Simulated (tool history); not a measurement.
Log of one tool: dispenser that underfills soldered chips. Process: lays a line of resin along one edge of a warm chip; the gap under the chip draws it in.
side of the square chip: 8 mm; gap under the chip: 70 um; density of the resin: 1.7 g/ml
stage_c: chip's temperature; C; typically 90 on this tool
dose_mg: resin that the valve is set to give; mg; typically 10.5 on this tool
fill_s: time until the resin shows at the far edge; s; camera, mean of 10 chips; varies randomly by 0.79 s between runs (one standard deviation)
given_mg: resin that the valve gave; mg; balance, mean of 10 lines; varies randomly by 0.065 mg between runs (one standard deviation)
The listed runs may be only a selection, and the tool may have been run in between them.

run	day	stage_c	dose_mg	fill_s	given_mg
1	0	90	10.5	111.6	9.57
2	0.117	83	10.5	178.5	9.65
# day 0.296: new syringe of resin
3	0.342	90	10.5	81.9	9.51
4	0.475	100	10.5	62.1	9.56
5	0.575	90	10.5	110.7	9.58
6	0.712	90	10.5	133.2	9.42
# day 0.888: new syringe of resin
7	0.917	90	13.4	74.6	12.04
8	1.075	90	13.4	92.6	12.23
# day 1.192: dispensing valve cleaned and set on the balance
9	1.242	90	13.4	107.3	13.53
10	1.388	77	10.5	251.5	10.41
# day 1.525: new syringe of resin
11	1.592	77	10.5	145.2	10.6
12	1.788	98	10.5	72.2	10.48
13	1.983	92	10.5	121.4	10.36
# day 2.112: new syringe of resin
14	2.129	77	11.2	135.6	11.19
15	2.35	103	10.6	56.3	10.51
16	2.508	87	10.8	141.9	10.57
17	2.625	84	12.5	184.7	12.2
# day 2.704: new syringe of resin
18	2.746	92	10.3	69.7	10.13
19	2.929	90	9.8	99.6	9.53
20	3.096	90	9.8	123.5	9.58
21	3.258	90	9.8	155.4	9.62
# day 3.296: new syringe of resin
22	3.375	102	9.4	48.9	9.18
23	3.471	102	9.4	56.1	9.12

4 options for the next run, each taken on its own from the tool as it stands now. Forecast them:
A	3.575	101	10.5	?	?
B	3.575	86	9.5	?	?
C	3.575	77	12.3	?	?
D	3.575	104	9.7	?	?

run	fill_s	given_mg
A	64.9	10.23
B	128.6	9.14
C	188.2	11.96
D	57.8	9.38
Without the tool's hidden state the same runs would have given:
run	fill_s	given_mg
A	45.1	10.53
B	89	9.41
C	131.2	12.32
D	39.9	9.66
